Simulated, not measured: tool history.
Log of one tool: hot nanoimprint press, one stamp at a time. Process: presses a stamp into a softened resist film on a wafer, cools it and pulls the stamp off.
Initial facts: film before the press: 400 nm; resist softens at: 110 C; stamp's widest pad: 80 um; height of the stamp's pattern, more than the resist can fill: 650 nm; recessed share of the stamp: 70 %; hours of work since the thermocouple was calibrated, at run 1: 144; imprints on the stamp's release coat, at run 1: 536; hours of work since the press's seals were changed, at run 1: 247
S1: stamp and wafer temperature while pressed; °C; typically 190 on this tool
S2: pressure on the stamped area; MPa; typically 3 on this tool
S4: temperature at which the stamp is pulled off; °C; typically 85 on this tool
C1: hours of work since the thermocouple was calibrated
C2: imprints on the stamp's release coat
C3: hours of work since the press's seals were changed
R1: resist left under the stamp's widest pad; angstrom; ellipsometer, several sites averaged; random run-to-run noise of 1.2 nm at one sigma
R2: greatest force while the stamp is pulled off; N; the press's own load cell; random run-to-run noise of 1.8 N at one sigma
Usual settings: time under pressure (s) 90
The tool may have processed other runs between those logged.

{"run": 1, "hour": 0.0, "S1": 190, "S2": 3, "time under pressure (s)": 90, "S4": 85, "C1": 144, "C2": 536, "C3": 247, "R1": 2157, "R2": 165}
{"run": 2, "hour": 6.3, "S1": 190, "S2": 3, "time under pressure (s)": 46, "S4": 85, "C1": 147, "C2": 557, "C3": 251, "R1": 2640, "R2": 167}
{"run": 3, "hour": 16.0, "S1": 190, "S2": 3, "time under pressure (s)": 90, "S4": 93, "C1": 152, "C2": 589, "C3": 256, "R1": 2153, "R2": 142}
{"run": 4, "hour": 27.5, "S1": 190, "S2": 3, "time under pressure (s)": 90, "S4": 93, "C1": 158, "C2": 628, "C3": 261, "R1": 2125, "R2": 145}
{"run": 5, "hour": 38.2, "S1": 190, "S2": 3, "time under pressure (s)": 90, "S4": 93, "C1": 163, "C2": 663, "C3": 267, "R1": 2182, "R2": 142}
{"run": 6, "hour": 45.3, "S1": 190, "S2": 3, "time under pressure (s)": 90, "S4": 93, "C1": 167, "C2": 687, "C3": 270, "R1": 2160, "R2": 143}
{"run": 7, "hour": 57.2, "S1": 190, "S2": 3, "time under pressure (s)": 90, "S4": 71, "C1": 173, "C2": 726, "C3": 277, "R1": 2192, "R2": 220}
{"run": 8, "hour": 66.3, "S1": 190, "S2": 3, "time under pressure (s)": 90, "S4": 71, "C1": 178, "C2": 757, "C3": 281, "R1": 2173, "R2": 219}
{"run": 9, "hour": 76.3, "S1": 190, "S2": 3, "time under pressure (s)": 90, "S4": 71, "C1": 183, "C2": 790, "C3": 286, "R1": 2179, "R2": 219}
{"run": 10, "hour": 85.6, "S1": 190, "S2": 3, "time under pressure (s)": 90, "S4": 85, "C1": 187, "C2": 821, "C3": 291, "R1": 2179, "R2": 175}
{"run": 11, "hour": 95.3, "S1": 190, "S2": 3, "time under pressure (s)": 90, "S4": 85, "C1": 192, "C2": 853, "C3": 296, "R1": 2179, "R2": 175}
{"run": 12, "hour": 107.3, "S1": 180, "S2": 3, "time under pressure (s)": 90, "S4": 85, "C1": 198, "C2": 893, "C3": 302, "R1": 3103, "R2": 172}
{"run": 13, "hour": 118.9, "S1": 180, "S2": 3, "time under pressure (s)": 90, "S4": 85, "C1": 204, "C2": 932, "C3": 308, "R1": 3117, "R2": 178}
{"run": 14, "hour": 126.3, "S1": 190, "S2": 3, "time under pressure (s)": 90, "S4": 85, "C1": 208, "C2": 957, "C3": 312, "R1": 2197, "R2": 175}
{"run": 15, "hour": 137.6, "S1": 190, "S2": 3, "time under pressure (s)": 90, "S4": 85, "C1": 214, "C2": 994, "C3": 318, "R1": 2169, "R2": 174}
{"run": 16, "hour": 146.0, "S1": 190, "S2": 3, "time under pressure (s)": 90, "S4": 85, "C1": 218, "C2": 1022, "C3": 322, "R1": 2199, "R2": 178}
{"run": 17, "hour": 157.0, "S1": 192, "S2": 4.4, "time under pressure (s)": 172, "S4": 75, "C1": 224, "C2": 1059, "C3": 327, "R1": 1309, "R2": 213}
{"run": 18, "hour": 169.1, "S1": 189, "S2": 3, "time under pressure (s)": 90, "S4": 85, "C1": 230, "C2": 1099, "C3": 334, "R1": 2291, "R2": 180}
{"run": 19, "hour": 180.9, "S1": 190, "S2": 3, "time under pressure (s)": 78, "S4": 92, "C1": 236, "C2": 1139, "C3": 340, "R1": 2278, "R2": 154}
{"run": 20, "hour": 192.5, "S1": 191, "S2": 3.4, "time under pressure (s)": 90, "S4": 85, "C1": 242, "C2": 1177, "C3": 346, "R1": 1987, "R2": 180}
{"hour": 196.5, "done": "plate thermocouple calibrated"}
{"run": 21, "hour": 201.7, "S1": 190, "S2": 2.11, "time under pressure (s)": 110, "S4": 87, "C1": 3, "C2": 1198, "C3": 349, "R1": 2376, "R2": 175}
{"run": 22, "hour": 213.5, "S1": 190, "S2": 4.03, "time under pressure (s)": 102, "S4": 77, "C1": 9, "C2": 1237, "C3": 355, "R1": 1904, "R2": 209}
{"hour": 225.2, "done": "stamp cleaned and given a new release coat"}
{"hour": 229.4, "done": "plate thermocouple calibrated, once more"}
{"run": 23, "hour": 231.7, "S1": 190, "S2": 2.18, "time under pressure (s)": 146, "S4": 76, "C1": 1, "C2": 12, "C3": 359, "R1": 2020, "R2": 183}
{"run": 24, "hour": 239.8, "S1": 190, "S2": 3, "time under pressure (s)": 90, "S4": 85, "C1": 5, "C2": 39, "C3": 364, "R1": 2074, "R2": 154}
{"run": 25, "hour": 252.3, "S1": 190, "S2": 3, "time under pressure (s)": 90, "S4": 85, "C1": 12, "C2": 81, "C3": 370, "R1": 2098, "R2": 156}
{"run": 26, "hour": 259.2, "S1": 181, "S2": 2.76, "time under pressure (s)": 116, "S4": 85, "C1": 15, "C2": 104, "C3": 374, "R1": 2864, "R2": 160}
{"run": 27, "hour": 266.1, "S1": 181, "S2": 2.76, "time under pressure (s)": 116, "S4": 85, "C1": 19, "C2": 127, "C3": 377, "R1": 2868, "R2": 157}
{"run": 28, "hour": 278.4, "S1": 185, "S2": 3.17, "time under pressure (s)": 106, "S4": 80, "C1": 25, "C2": 167, "C3": 383, "R1": 2405, "R2": 170}
{"run": 29, "hour": 289.7, "S1": 196, "S2": 2.03, "time under pressure (s)": 90, "S4": 85, "C1": 31, "C2": 205, "C3": 389, "R1": 1909, "R2": 158}
{"run": 30, "hour": 300.1, "S1": 190, "S2": 3, "time under pressure (s)": 90, "S4": 85, "C1": 36, "C2": 240, "C3": 394, "R1": 2109, "R2": 161}
{"run": 31, "hour": 311.2, "S1": 182, "S2": 3.83, "time under pressure (s)": 136, "S4": 81, "C1": 42, "C2": 277, "C3": 400, "R1": 2369, "R2": 171}

Hidden state at the last listed run before each entry between runs and at the first one after, where it differs:
Run 20 -> run 21: plate thermocouple calibrated (hour 196.5)
  true temperature over the reading, C: -1.03 -> -1.36; pressure that arrives at the usual setting, %: 98.12 -> 98.09; grip of the stamp's worn release coat, % over a new coat's: 15.3 -> 15.6
  difference, measured minus the result without the unlogged condition, R1: +108 -> +138 angstrom; R2: +27 -> +28 N
Run 22 -> run 23: stamp cleaned and given a new release coat (hour 225.2); plate thermocouple calibrated, once more (hour 229.4)
  true temperature over the reading, C: -1.38 -> -0.01; pressure that arrives at the usual setting, %: 98.05 -> 98.02; grip of the stamp's worn release coat, % over a new coat's: 16.1 -> 0.2
  difference, measured minus the result without the unlogged condition, R1: +141 -> +12 angstrom; R2: +33 -> +0 N
